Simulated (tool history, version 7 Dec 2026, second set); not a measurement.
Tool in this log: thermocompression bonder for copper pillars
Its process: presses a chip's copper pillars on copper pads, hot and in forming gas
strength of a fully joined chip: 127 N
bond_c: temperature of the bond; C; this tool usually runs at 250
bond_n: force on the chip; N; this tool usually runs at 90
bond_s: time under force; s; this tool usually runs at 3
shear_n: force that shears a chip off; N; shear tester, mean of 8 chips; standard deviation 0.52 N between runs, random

{"run": 1, "hour": 0.0, "bond_c": 250, "bond_n": 90, "bond_s": 3, "shear_n": 45.2}
{"run": 2, "hour": 21.2, "bond_c": 250, "bond_n": 90, "bond_s": 3, "shear_n": 45.5}
{"run": 3, "hour": 34.2, "bond_c": 250, "bond_n": 90, "bond_s": 3, "shear_n": 45.6}
{"run": 4, "hour": 52.1, "bond_c": 236, "bond_n": 90, "bond_s": 3, "shear_n": 37.9}
{"run": 5, "hour": 65.0, "bond_c": 250, "bond_n": 77, "bond_s": 3, "shear_n": 39.0}
{"run": 6, "hour": 93.2, "bond_c": 250, "bond_n": 77, "bond_s": 3, "shear_n": 39.3}
{"run": 7, "hour": 118.7, "bond_c": 266, "bond_n": 90, "bond_s": 3, "shear_n": 54.7}
{"run": 8, "hour": 137.7, "bond_c": 250, "bond_n": 59, "bond_s": 3, "shear_n": 28.5}
{"run": 9, "hour": 155.2, "bond_c": 250, "bond_n": 90, "bond_s": 3, "shear_n": 46.4}
{"run": 10, "hour": 167.7, "bond_c": 250, "bond_n": 90, "bond_s": 3, "shear_n": 46.3}
{"run": 11, "hour": 194.4, "bond_c": 250, "bond_n": 90, "bond_s": 3, "shear_n": 46.2}
{"run": 12, "hour": 215.5, "bond_c": 250, "bond_n": 90, "bond_s": 3, "shear_n": 44.6}
{"run": 13, "hour": 228.9, "bond_c": 250, "bond_n": 90, "bond_s": 3, "shear_n": 45.1}
{"run": 14, "hour": 255.5, "bond_c": 264, "bond_n": 90, "bond_s": 3, "shear_n": 53.9}
{"run": 15, "hour": 280.6, "bond_c": 250, "bond_n": 58, "bond_s": 3, "shear_n": 29.0}
{"run": 16, "hour": 300.9, "bond_c": 250, "bond_n": 58, "bond_s": 3, "shear_n": 27.9}
{"run": 17, "hour": 317.5, "bond_c": 250, "bond_n": 90, "bond_s": 3, "shear_n": 45.1}
{"run": 18, "hour": 332.6, "bond_c": 250, "bond_n": 90, "bond_s": 3, "shear_n": 45.6}
{"run": 19, "hour": 359.3, "bond_c": 250, "bond_n": 90, "bond_s": 3, "shear_n": 45.6}
{"run": 20, "hour": 384.5, "bond_c": 250, "bond_n": 72, "bond_s": 3, "shear_n": 36.5}
{"run": 21, "hour": 412.0, "bond_c": 269, "bond_n": 54, "bond_s": 2, "shear_n": 27.7}
{"run": 22, "hour": 425.8, "bond_c": 269, "bond_n": 54, "bond_s": 2, "shear_n": 27.9}
{"run": 23, "hour": 441.3, "bond_c": 269, "bond_n": 54, "bond_s": 2, "shear_n": 27.5}
{"run": 24, "hour": 455.1, "bond_c": 269, "bond_n": 54, "bond_s": 2, "shear_n": 26.9}
{"run": 25, "hour": 481.8, "bond_c": 269, "bond_n": 122, "bond_s": 8, "shear_n": 97.7}
{"run": 26, "hour": 505.2, "bond_c": 269, "bond_n": 122, "bond_s": 8, "shear_n": 97.7}
{"run": 27, "hour": 530.2, "bond_c": 264, "bond_n": 100, "bond_s": 8, "shear_n": 82.2}
{"run": 28, "hour": 557.8, "bond_c": 250, "bond_n": 129, "bond_s": 2, "shear_n": 56.5}
{"run": 29, "hour": 579.9, "bond_c": 250, "bond_n": 129, "bond_s": 2, "shear_n": 56.4}
{"run": 30, "hour": 597.5, "bond_c": 231, "bond_n": 56, "bond_s": 7, "shear_n": 29.6}
{"run": 31, "hour": 621.7, "bond_c": 246, "bond_n": 56, "bond_s": 7, "shear_n": 36.5}
{"run": 32, "hour": 642.8, "bond_c": 246, "bond_n": 56, "bond_s": 7, "shear_n": 35.7}
{"run": 33, "hour": 662.2, "bond_c": 226, "bond_n": 66, "bond_s": 2, "shear_n": 19.2}
{"run": 34, "hour": 683.3, "bond_c": 226, "bond_n": 66, "bond_s": 2, "shear_n": 18.8}
{"run": 35, "hour": 705.5, "bond_c": 226, "bond_n": 66, "bond_s": 2, "shear_n": 18.7}
{"run": 36, "hour": 724.6, "bond_c": 226, "bond_n": 58, "bond_s": 2, "shear_n": 16.3}
{"run": 37, "hour": 746.4, "bond_c": 232, "bond_n": 58, "bond_s": 6, "shear_n": 29.4}
{"run": 38, "hour": 771.3, "bond_c": 232, "bond_n": 58, "bond_s": 6, "shear_n": 29.5}
{"run": 39, "hour": 795.7, "bond_c": 250, "bond_n": 107, "bond_s": 5, "shear_n": 65.3}
{"run": 40, "hour": 810.7, "bond_c": 250, "bond_n": 70, "bond_s": 3, "shear_n": 34.7}

Put back what was entered between runs (1 entry, withheld): which listed runs does each sit between, and how does the hidden state differ from the listed run before to the listed run after?
Run 19 -> run 20: forming gas filter changed (hour 383.4)
  oxide that the forming gas leaves, % of the face: 0.84 -> 0.51
